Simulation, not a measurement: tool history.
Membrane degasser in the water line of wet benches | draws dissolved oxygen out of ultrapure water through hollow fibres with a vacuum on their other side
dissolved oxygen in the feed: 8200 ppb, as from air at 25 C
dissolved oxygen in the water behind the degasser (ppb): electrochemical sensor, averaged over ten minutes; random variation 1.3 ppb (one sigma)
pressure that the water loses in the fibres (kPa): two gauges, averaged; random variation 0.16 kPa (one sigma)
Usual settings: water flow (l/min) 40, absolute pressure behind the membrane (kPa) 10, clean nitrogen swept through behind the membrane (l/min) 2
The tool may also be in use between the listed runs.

run      day  water flow (l/min)  absolute pressure behind the membrane (kPa)  clean nitrogen swept through behind the membrane (l/min)  dissolved oxygen in the water behind the degasser (ppb)  pressure that the water loses in the fibres (kPa)
  1        0                  40                                           10                                                         2                                                    294.8                                              32.26
  2   13.096                  40                                           10                                                         2                                                      296                                              32.13
  3   21.392                  40                                           10                                                         2                                                    297.1                                              32.25
  4   33.704                  40                                         10.9                                                         2                                                    332.9                                              32.39
  5   41.629                  40                                         10.9                                                         2                                                    332.3                                              32.29
  6   51.967                  41                                           10                                                         2                                                    305.5                                              33.01
  7   59.958                  41                                           10                                                         2                                                    304.6                                              32.81
        61.1  -- vacuum gauge calibrated
  8   71.096                  41                                           10                                                         2                                                      301                                               33.2
  9   79.638                  41                                           10                                                         2                                                    301.1                                              33.22
 10   86.438                  41                                           10                                                         2                                                    302.9                                              32.87
 11   93.346                  40                                           10                                                      3.01                                                    207.7                                              32.17
 12    105.4                  40                                           10                                                         2                                                    296.6                                               32.3
 13  113.412                  40                                           10                                                       2.1                                                    283.2                                              32.37
 14  119.829                  40                                           10                                                       2.1                                                    284.4                                              32.52
 15  127.979                  40                                           10                                                       2.1                                                    283.7                                               32.5
 16  135.129                  53                                           10                                                      2.25                                                    347.5                                              42.83
 17  146.771                  59                                          9.3                                                         2                                                    385.5                                              47.67
 18  152.896                  28                                         19.3                                                      1.52                                                      624                                              22.61
 19  164.462                  28                                         19.3                                                      1.52                                                    623.6                                              22.74

The next listed run, before its measurement:
 20  170.554                  43                                           10                                                         2                                                        ?                                                  ?

dissolved oxygen in the water behind the degasser (ppb): 314.6
pressure that the water loses in the fibres (kPa): 34.6
Without the tool's hidden state the same run would have given dissolved oxygen in the water behind the degasser (ppb) 314.3, pressure that the water loses in the fibres (kPa) 34.57.
